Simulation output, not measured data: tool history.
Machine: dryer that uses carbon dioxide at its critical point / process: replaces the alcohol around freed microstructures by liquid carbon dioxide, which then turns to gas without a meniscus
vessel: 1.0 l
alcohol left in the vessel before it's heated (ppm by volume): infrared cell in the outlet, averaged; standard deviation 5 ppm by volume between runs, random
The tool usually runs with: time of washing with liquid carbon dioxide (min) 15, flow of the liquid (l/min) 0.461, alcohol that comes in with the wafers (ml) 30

run,hour,time of washing with liquid carbon dioxide (min),flow of the liquid (l/min),alcohol that comes in with the wafers (ml),alcohol left in the vessel before it's heated (ppm by volume)
1,0,15,0.461,30,131
2,14.2,15,0.461,30,119
3,33.5,15,0.461,30,130
4,57.7,15,0.461,30,129
5,70.9,15,0.461,47,169
6,88.8,15,0.461,47,159
7,114.8,15,0.538,30,102
8,136.6,15,0.461,30,149
9,153.6,15,0.461,30,142
10,170.7,15,0.507,30,124
11,192.2,15,0.507,30,120
12,209,15,0.507,30,125
13,230,15,0.507,30,126
14,250.2,15,0.507,30,127
15,275.8,15,0.507,30,141
16,289.7,15,0.507,30,145
17,306.3,15,0.507,30,138
18,318,15,0.507,30,136
19,340.1,15,0.285,41,1208
20,358.8,13,0.686,35,121
21,375.6,10,0.492,93,1408
22,400,22,0.492,93,129
23,415.7,16,0.37,32,326
24,429.5,16,0.411,32,235
25,453.5,11,0.352,26,1110
26,465.1,21,0.352,85,302

5 ways to go on from here, each from the tool as it stands after run 26. What would each give?
A,476.2,11,0.353,87,?
B,476.2,15,0.656,30,?
C,476.2,11,0.673,102,?
D,476.2,15,0.334,85,?
E,476.2,12,0.448,39,?

run,alcohol left in the vessel before it's heated (ppm by volume)
A,3408
B,127
C,270
D,1427
E,545
The same runs, with their run-to-run variation unchanged, on a tool lacking any hidden condition would have given:
run,alcohol left in the vessel before it's heated (ppm by volume)
A,2145
B,6
C,62
D,755
E,239
